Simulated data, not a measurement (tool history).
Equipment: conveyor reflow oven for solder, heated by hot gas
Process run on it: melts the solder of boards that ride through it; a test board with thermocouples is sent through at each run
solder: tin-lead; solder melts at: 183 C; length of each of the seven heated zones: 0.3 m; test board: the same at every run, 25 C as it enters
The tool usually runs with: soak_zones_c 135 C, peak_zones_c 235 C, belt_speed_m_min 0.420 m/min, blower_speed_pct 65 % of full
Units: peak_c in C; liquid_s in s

run,hour,soak_zones_c,peak_zones_c,belt_speed_m_min,blower_speed_pct,peak_c,liquid_s
1,0.0,135,235,0.420,65,216.3,61.9
2,5.1,135,235,0.420,65,216.4,61.8
3,10.1,135,235,0.420,65,215.6,61.6
4,14.0,135,235,0.420,65,215.7,61.9
5,19.6,149,235,0.420,65,218.0,70.4
6,27.7,149,235,0.420,65,218.3,70.1
7,34.4,143,235,0.420,65,218.0,66.4
8,39.8,140,235,0.420,65,216.9,64.2
9,45.8,140,235,0.420,65,217.8,64.2
10,52.7,140,235,0.420,65,217.4,64.7
11,59.0,140,235,0.420,65,217.1,64.7
12,67.9,135,235,0.375,56,216.6,69.5

5 ways to go on from here, each from the tool as it stands after run 12. What would each give?
A,73.4,135,235,0.380,62,?,?
B,73.4,121,247,0.375,80,?,?
C,73.4,137,246,0.352,65,?,?
D,73.4,129,250,0.412,56,?,?
E,73.4,135,230,0.417,56,?,?

run,peak_c,liquid_s
A,219.1,71.2
B,233.6,79.5
C,232.0,88.6
D,224.7,67.3
E,208.8,53.6
Take away the tool's hidden state, keep each run's random variation, and the runs would have read:
run,peak_c,liquid_s
A,219.2,71.2
B,233.7,79.5
C,232.1,88.7
D,224.8,67.3
E,208.8,53.7
